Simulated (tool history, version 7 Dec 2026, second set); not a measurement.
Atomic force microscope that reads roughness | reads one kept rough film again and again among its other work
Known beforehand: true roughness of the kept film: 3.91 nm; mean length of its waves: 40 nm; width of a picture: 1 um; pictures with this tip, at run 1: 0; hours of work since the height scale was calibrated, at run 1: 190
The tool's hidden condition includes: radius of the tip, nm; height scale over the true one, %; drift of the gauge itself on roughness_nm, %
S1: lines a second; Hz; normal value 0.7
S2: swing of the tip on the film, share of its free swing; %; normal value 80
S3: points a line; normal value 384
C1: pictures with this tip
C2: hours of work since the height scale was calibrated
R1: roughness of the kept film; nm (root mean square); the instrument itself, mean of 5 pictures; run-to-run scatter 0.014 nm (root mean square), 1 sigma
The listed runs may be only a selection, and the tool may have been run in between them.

run	day	S1	S2	S3	C1	C2	R1
1	0	0.7	80	384	0	190	3.428
2	0.388	0.7	80	384	12	195	3.433
3	0.862	0.7	80	384	25	201	3.423
4	1.6	0.7	58	384	47	210	3.547
5	2.121	0.7	80	384	62	217	3.336
6	2.558	0.7	80	384	74	223	3.341
7	2.988	0.7	80	384	86	228	3.347
8	3.421	0.7	77	384	99	234	3.366
9	4.067	0.7	80	384	118	242	3.293
10	4.812	0.7	80	384	139	252	3.267
11	5.262	0.7	80	384	152	258	3.24
12	6.029	0.7	80	384	174	267	3.201
13	6.521	0.7	80	384	188	274	3.229
14	7.058	0.7	80	384	204	281	3.2
15	7.608	3.212	80	384	219	288	2.52
16	8.271	3.212	80	384	239	296	2.514
# day 8.508: new tip fitted
17	8.792	0.7	76	384	8	303	3.492
18	9.158	0.7	76	384	19	308	3.481
19	9.712	0.606	80	384	35	315	3.403
20	10.192	0.606	80	384	48	321	3.405
21	10.517	0.644	80	384	58	325	3.396
22	11.254	2.214	80	384	79	335	2.893
23	11.775	2.214	80	384	94	341	2.898
24	12.388	2.214	75	384	112	349	3.004
25	12.875	2.214	75	384	126	355	2.99
26	13.45	1.527	56	690	142	363	3.401
27	13.85	1.527	56	690	154	368	3.351
28	14.508	1.401	59	384	173	376	3.301

Estimate the outcome of run 29 from the log above:
29	15.208	1.401	59	384	193	386	?

Run 29 gave R1 3.313 nm (root mean square).
With the hidden condition absent and the run-to-run variation left alone, this run would have shown R1 3.575 nm (root mean square).

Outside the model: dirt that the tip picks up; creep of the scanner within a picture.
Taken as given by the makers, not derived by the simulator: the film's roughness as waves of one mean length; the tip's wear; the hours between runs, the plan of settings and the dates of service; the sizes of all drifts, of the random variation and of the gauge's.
